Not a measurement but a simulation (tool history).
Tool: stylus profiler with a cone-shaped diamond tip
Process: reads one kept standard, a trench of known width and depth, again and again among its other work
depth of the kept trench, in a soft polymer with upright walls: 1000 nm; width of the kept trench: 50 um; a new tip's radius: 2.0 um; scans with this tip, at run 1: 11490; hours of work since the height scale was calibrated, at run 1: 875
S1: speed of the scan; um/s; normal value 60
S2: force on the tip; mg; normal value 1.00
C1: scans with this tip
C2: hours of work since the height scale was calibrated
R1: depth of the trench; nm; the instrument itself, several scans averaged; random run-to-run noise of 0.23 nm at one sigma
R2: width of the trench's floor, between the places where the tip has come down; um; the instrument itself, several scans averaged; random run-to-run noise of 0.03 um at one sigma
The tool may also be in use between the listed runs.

Run 1, hour 0.0: usual settings; C1 11490; C2 875. Result: R1 1012.35 nm, R2 45.13 um.
Run 2, hour 104.1: usual settings; C1 12493; C2 951. Result: R1 1012.32 nm, R2 45.11 um.
Run 3, hour 188.4: usual settings; C1 13304; C2 1013. Result: R1 1012.66 nm, R2 44.99 um.
Run 4, hour 249.2: usual settings; C1 13889; C2 1058. Result: R1 1013.27 nm, R2 44.95 um.
At hour 306.7: height scale calibrated on a step standard.
Run 5, hour 358.8: usual settings but S1 29 um/s; C1 14939; C2 38. Result: R1 1008.27 nm, R2 45.18 um.
Run 6, hour 418.4: usual settings but S1 29 um/s; C1 15513; C2 82. Result: R1 1008.60 nm, R2 45.17 um.
Run 7, hour 552.6: usual settings but S1 29 um/s; C1 16805; C2 180. Result: R1 1008.86 nm, R2 45.08 um.
Run 8, hour 681.3: usual settings but S2 0.38 mg; C1 18044; C2 275. Result: R1 1005.24 nm, R2 44.40 um.
Run 9, hour 823.5: usual settings but S2 0.38 mg; C1 19413; C2 379. Result: R1 1006.35 nm, R2 44.30 um.
Run 10, hour 886.6: usual settings but S1 232 um/s; C1 20020; C2 425. Result: R1 1010.74 nm, R2 43.07 um.
Run 11, hour 1013.0: usual settings but S1 59 um/s; C1 21237; C2 518. Result: R1 1010.82 nm, R2 44.52 um.
Run 12, hour 1120.3: usual settings; C1 22270; C2 596. Result: R1 1011.29 nm, R2 44.44 um.
Run 13, hour 1263.7: usual settings but S1 15 um/s; C1 23650; C2 702. Result: R1 1011.85 nm, R2 44.73 um.
Run 14, hour 1331.1: usual settings but S1 90 um/s; C1 24299; C2 751. Result: R1 1012.43 nm, R2 44.02 um.
Run 15, hour 1442.1: usual settings but S1 90 um/s; C1 25367; C2 832. Result: R1 1012.45 nm, R2 43.94 um.
Run 16, hour 1522.5: usual settings but S1 90 um/s; C1 26142; C2 891. Result: R1 1011.96 nm, R2 43.94 um.
Run 17, hour 1648.1: usual settings but S1 90 um/s; C1 27351; C2 983. Result: R1 1012.77 nm, R2 43.80 um.
Run 18, hour 1773.2: usual settings but S1 43 um/s, S2 0.83 mg; C1 28555; C2 1075. Result: R1 1012.22 nm, R2 44.15 um.
At hour 1805.9: height scale calibrated on a step standard.
Run 19, hour 1870.1: usual settings but S1 157 um/s, S2 0.61 mg; C1 29483; C2 47. Result: R1 1006.25 nm, R2 42.72 um.
Run 20, hour 1941.2: usual settings but S1 158 um/s, S2 2.80 mg; C1 30167; C2 99. Result: R1 1016.95 nm, R2 43.59 um.
Run 21, hour 2004.1: usual settings but S1 68 um/s, S2 1.50 mg; C1 30774; C2 145. Result: R1 1011.79 nm, R2 44.00 um.
Run 22, hour 2073.3: usual settings but S1 219 um/s, S2 1.48 mg; C1 31440; C2 196. Result: R1 1012.07 nm, R2 42.83 um.
Run 23, hour 2152.8: usual settings but S1 148 um/s, S2 2.30 mg; C1 32205; C2 254. Result: R1 1016.02 nm, R2 43.52 um.
Run 24, hour 2232.5: usual settings but S1 19 um/s, S2 1.99 mg; C1 32972; C2 313. Result: R1 1015.10 nm, R2 44.16 um.
Run 25, hour 2312.0: usual settings but S1 181 um/s, S2 1.01 mg; C1 33737; C2 371. Result: R1 1010.40 nm, R2 42.68 um.
Run 26, hour 2390.0: usual settings but S1 27 um/s, S2 1.51 mg; C1 34488; C2 428. Result: R1 1013.46 nm, R2 44.12 um.
Run 27, hour 2517.8: usual settings but S1 27 um/s, S2 1.51 mg; C1 35719; C2 522. Result: R1 1013.79 nm, R2 44.03 um.
Run 28, hour 2628.3: usual settings but S1 85 um/s, S2 1.31 mg; C1 36782; C2 603. Result: R1 1013.21 nm, R2 43.46 um.
Run 29, hour 2696.7: usual settings but S1 85 um/s, S2 1.31 mg; C1 37441; C2 653. Result: R1 1013.10 nm, R2 43.43 um.

Measured minus without-hidden-state, run by run (identical run-to-run variation in each term; gauge scatter may differ):
Hidden state at play: radius of the tip, um; height scale over the true one, %; drift of the gauge itself on depth_nm, %; drift of the gauge itself on floor_um, %.
run     R1     R2
  1  +3.75  -0.82
  2  +4.11  -0.91
  3  +4.37  -0.97
  4  +4.56  -1.02
  5  +0.04  -1.09
  6  +0.24  -1.13
  7  +0.67  -1.21
  8  +1.14  -1.31
  9  +1.64  -1.40
 10  +1.88  -1.45
 11  +2.33  -1.52
 12  +2.71  -1.59
 13  +3.18  -1.67
 14  +3.38  -1.71
 15  +3.77  -1.77
 16  +4.07  -1.82
 17  +4.48  -1.88
 18  +4.93  -1.95
 19  +0.17  -2.00
 20  +0.42  -2.04
 21  +0.63  -2.08
 22  +0.86  -2.12
 23  +1.14  -2.16
 24  +1.43  -2.20
 25  +1.72  -2.24
 26  +1.99  -2.29
 27  +2.41  -2.36
 28  +2.79  -2.42
 29  +3.03  -2.45
